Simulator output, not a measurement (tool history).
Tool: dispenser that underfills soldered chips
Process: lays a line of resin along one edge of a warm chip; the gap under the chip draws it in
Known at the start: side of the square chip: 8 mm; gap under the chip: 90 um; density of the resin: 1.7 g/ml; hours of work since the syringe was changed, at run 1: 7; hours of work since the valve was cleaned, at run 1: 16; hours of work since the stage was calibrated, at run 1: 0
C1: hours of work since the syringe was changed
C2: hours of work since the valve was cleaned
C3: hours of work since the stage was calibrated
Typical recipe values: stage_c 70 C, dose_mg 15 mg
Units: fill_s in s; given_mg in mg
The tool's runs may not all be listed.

run 1 hour=0 | stage_c=70 dose_mg=15 | C1=7 C2=16 C3=0 | fill_s=61.6 given_mg=14.91
-- hour=1 new syringe of resin
run 2 hour=5.3 | stage_c=70 dose_mg=15 | C1=3 C2=19 C3=4 | fill_s=47.2 given_mg=14.9
run 3 hour=7.9 | stage_c=70 dose_mg=15 | C1=5 C2=21 C3=6 | fill_s=55.4 given_mg=14.87
-- hour=10.9 new syringe of resin
run 4 hour=11.4 | stage_c=74 dose_mg=15 | C1=0 C2=24 C3=8 | fill_s=30.8 given_mg=14.85
run 5 hour=15.8 | stage_c=74 dose_mg=15 | C1=4 C2=27 C3=12 | fill_s=40.5 given_mg=14.83
run 6 hour=18.9 | stage_c=74 dose_mg=15 | C1=6 C2=29 C3=14 | fill_s=47.4 given_mg=14.81
-- hour=20.8 new syringe of resin
run 7 hour=22.5 | stage_c=74 dose_mg=15 | C1=1 C2=32 C3=16 | fill_s=33.5 given_mg=14.83
run 8 hour=25.2 | stage_c=70 dose_mg=15 | C1=3 C2=34 C3=18 | fill_s=48.4 given_mg=14.81
run 9 hour=29.9 | stage_c=70 dose_mg=15 | C1=7 C2=38 C3=22 | fill_s=63 given_mg=14.79
-- hour=30.8 new syringe of resin
run 10 hour=33.1 | stage_c=77 dose_mg=15.6 | C1=2 C2=40 C3=24 | fill_s=31.2 given_mg=15.38
run 11 hour=37.9 | stage_c=83 dose_mg=17.2 | C1=5 C2=43 C3=28 | fill_s=30 given_mg=16.94
-- hour=40.7 new syringe of resin
-- hour=41.9 dispensing valve cleaned and set on the balance
run 12 hour=43.8 | stage_c=71 dose_mg=14.6 | C1=2 C2=1 C3=31 | fill_s=39 given_mg=14.57
run 13 hour=46.2 | stage_c=78 dose_mg=14.4 | C1=3 C2=3 C3=33 | fill_s=32.5 given_mg=14.41
run 14 hour=49.6 | stage_c=78 dose_mg=14.4 | C1=6 C2=6 C3=36 | fill_s=39.3 given_mg=14.38
-- hour=51.7 new syringe of resin
run 15 hour=52 | stage_c=78 dose_mg=14.4 | C1=0 C2=7 C3=37 | fill_s=25.6 given_mg=14.38
run 16 hour=57 | stage_c=74 dose_mg=13.3 | C1=4 C2=11 C3=41 | fill_s=43 given_mg=13.26

Here are 4 independent what-if runs from the current tool condition. What would each one return?
-- hour=61.5 new syringe of resin
run A hour=61.8 | stage_c=83 dose_mg=15.1 | C1=0 C2=15 C3=44 | fill_s=? given_mg=?
-- hour=61.5 new syringe of resin
run B hour=61.8 | stage_c=69 dose_mg=14.9 | C1=0 C2=15 C3=44 | fill_s=? given_mg=?
-- hour=61.5 new syringe of resin
run C hour=61.8 | stage_c=84 dose_mg=15.3 | C1=0 C2=15 C3=44 | fill_s=? given_mg=?
-- hour=61.5 new syringe of resin
run D hour=61.8 | stage_c=59 dose_mg=13.3 | C1=0 C2=15 C3=44 | fill_s=? given_mg=?

run=A fill_s=20.1 given_mg=15.05
run=B fill_s=40.8 given_mg=14.85
run=C fill_s=19.1 given_mg=15.22
run=D fill_s=72.1 given_mg=13.25
Without the tool's unlogged condition, the same runs would have read:
run=A fill_s=19.5 given_mg=15.11
run=B fill_s=39.5 given_mg=14.91
run=C fill_s=18.5 given_mg=15.29
run=D fill_s=69.6 given_mg=13.31
